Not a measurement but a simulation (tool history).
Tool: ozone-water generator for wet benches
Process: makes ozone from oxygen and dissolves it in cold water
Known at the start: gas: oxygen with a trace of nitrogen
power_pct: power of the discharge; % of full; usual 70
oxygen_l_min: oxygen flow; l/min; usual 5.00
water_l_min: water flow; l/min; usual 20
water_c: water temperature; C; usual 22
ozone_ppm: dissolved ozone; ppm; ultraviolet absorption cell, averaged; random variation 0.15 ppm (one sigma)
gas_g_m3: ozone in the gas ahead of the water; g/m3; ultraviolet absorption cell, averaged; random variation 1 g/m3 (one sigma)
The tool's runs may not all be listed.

{"run": 1, "hour": 0.0, "power_pct": 70, "oxygen_l_min": 5.0, "water_l_min": 20, "water_c": 22, "ozone_ppm": 18.5, "gas_g_m3": 174.6}
{"run": 2, "hour": 46.4, "power_pct": 70, "oxygen_l_min": 5.0, "water_l_min": 20, "water_c": 22, "ozone_ppm": 18.5, "gas_g_m3": 174.4}
{"run": 3, "hour": 114.0, "power_pct": 70, "oxygen_l_min": 5.0, "water_l_min": 20, "water_c": 22, "ozone_ppm": 18.3, "gas_g_m3": 175.4}
{"run": 4, "hour": 213.7, "power_pct": 70, "oxygen_l_min": 5.0, "water_l_min": 14, "water_c": 22, "ozone_ppm": 23.4, "gas_g_m3": 173.8}
{"run": 5, "hour": 289.9, "power_pct": 70, "oxygen_l_min": 5.0, "water_l_min": 14, "water_c": 22, "ozone_ppm": 23.5, "gas_g_m3": 175.1}
{"run": 6, "hour": 336.6, "power_pct": 70, "oxygen_l_min": 5.0, "water_l_min": 14, "water_c": 22, "ozone_ppm": 24.0, "gas_g_m3": 172.3}
{"run": 7, "hour": 389.0, "power_pct": 70, "oxygen_l_min": 2.58, "water_l_min": 24, "water_c": 14, "ozone_ppm": 17.2, "gas_g_m3": 263.3}
{"run": 8, "hour": 493.1, "power_pct": 96, "oxygen_l_min": 6.87, "water_l_min": 24, "water_c": 28, "ozone_ppm": 18.5, "gas_g_m3": 186.7}

Forecast run 9:
{"run": 9, "hour": 594.2, "power_pct": 96, "oxygen_l_min": 6.87, "water_l_min": 24, "water_c": 28, "ozone_ppm": "?", "gas_g_m3": "?"}

ozone_ppm: 18.6 ppm
gas_g_m3: 184.3 g/m3
Without the tool's hidden state the same run would have given ozone_ppm 18.6 ppm, gas_g_m3 186.9 g/m3.
